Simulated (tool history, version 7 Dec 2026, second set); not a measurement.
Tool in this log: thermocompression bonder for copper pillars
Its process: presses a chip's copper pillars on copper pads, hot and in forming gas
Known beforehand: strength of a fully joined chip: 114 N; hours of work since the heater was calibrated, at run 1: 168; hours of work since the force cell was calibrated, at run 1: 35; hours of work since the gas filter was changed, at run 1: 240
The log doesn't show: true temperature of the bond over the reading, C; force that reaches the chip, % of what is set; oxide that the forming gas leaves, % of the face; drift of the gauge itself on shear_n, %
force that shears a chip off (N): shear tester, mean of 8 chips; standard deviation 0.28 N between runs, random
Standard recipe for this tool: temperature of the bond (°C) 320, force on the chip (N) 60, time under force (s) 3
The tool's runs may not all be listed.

run,hour,temperature of the bond (°C),force on the chip (N),time under force (s),hours of work since the heater was calibrated,hours of work since the force cell was calibrated,hours of work since the gas filter was changed,force that shears a chip off (N)
1,0,320,60,3,168,35,240,65.4
2,42.4,320,44,3,198,65,270,48
# hour 57.6: forming gas filter changed
3,92.3,320,44,3,233,100,25,51.6
4,131.2,320,60,3,261,128,52,69.4
5,194.4,320,60,3,305,173,97,68.8
6,252,320,60,3,346,213,138,68.2
7,300,320,60,3,380,247,172,67.7
8,351.2,320,60,3,417,284,208,67
9,409.2,320,84,3,458,325,249,85.2
# hour 451.9: forming gas filter changed
10,476.4,320,63,3,505,372,17,73.2
11,513.1,320,60,3,531,398,43,70.2
12,564.1,320,60,3,567,434,80,69.4
13,602,320,60,3,594,461,107,68.5
14,642.7,320,60,3,623,490,135,68.4
15,678.9,320,60,3,649,516,161,68.2
16,713.4,320,60,3,673,540,186,67.6
17,784.9,313,60,3,724,591,236,63
18,843.1,313,60,3,765,632,278,63.1
# hour 849.5: forming gas filter changed
19,895.2,320,79,3,802,669,32,86.7
20,961,320,60,3,849,716,79,69.6
21,1036.5,322,60,3,902,769,133,69.8
22,1092.2,322,69,6,942,809,172,89.9
23,1164.9,338,37,6,993,860,224,61.4
24,1222.8,309,60,8,1034,902,265,80.4
# hour 1244.7: forming gas filter changed
25,1274.2,303,83,7,1071,938,21,97
26,1342.8,296,83,2,1119,986,70,68.2
27,1376.9,320,60,6,1143,1011,94,83.6
28,1409.1,320,51,2,1166,1033,117,52.1
29,1472.1,320,51,2,1211,1078,161,51.5
30,1540.8,339,60,8,1260,1127,210,94.1
31,1613.4,339,60,8,1311,1178,262,93.6
# hour 1641.4: forming gas filter changed
32,1675.3,339,60,8,1355,1222,24,98.9
33,1747.1,322,72,3,1406,1273,75,82.2
34,1796.1,332,61,2,1441,1308,110,68.1
# hour 1816.4: heater calibrated with a thermocouple chip
35,1854.3,330,61,3,27,1348,150,71.4
36,1921.1,335,61,7,74,1395,197,88.8
37,1997,335,61,7,128,1449,251,88
# hour 2037.8: forming gas filter changed
38,2037.8,335,61,7,157,1477,0,93.4
39,2078,335,61,7,185,1506,29,92.7
40,2126.2,335,61,7,220,1540,63,91.3

Predict each of these 3 candidate next runs independently; none follows another, all start after run 40:
A,2194.6,317,43,3,268,1589,111,?
B,2194.6,346,60,3,268,1589,111,?
C,2194.6,335,49,7,268,1589,111,?

run,force that shears a chip off (N)
A,44.9
B,79
C,78.3
With no hidden state in the tool, these same runs would have given:
run,force that shears a chip off (N)
A,48.6
B,84
C,83.3

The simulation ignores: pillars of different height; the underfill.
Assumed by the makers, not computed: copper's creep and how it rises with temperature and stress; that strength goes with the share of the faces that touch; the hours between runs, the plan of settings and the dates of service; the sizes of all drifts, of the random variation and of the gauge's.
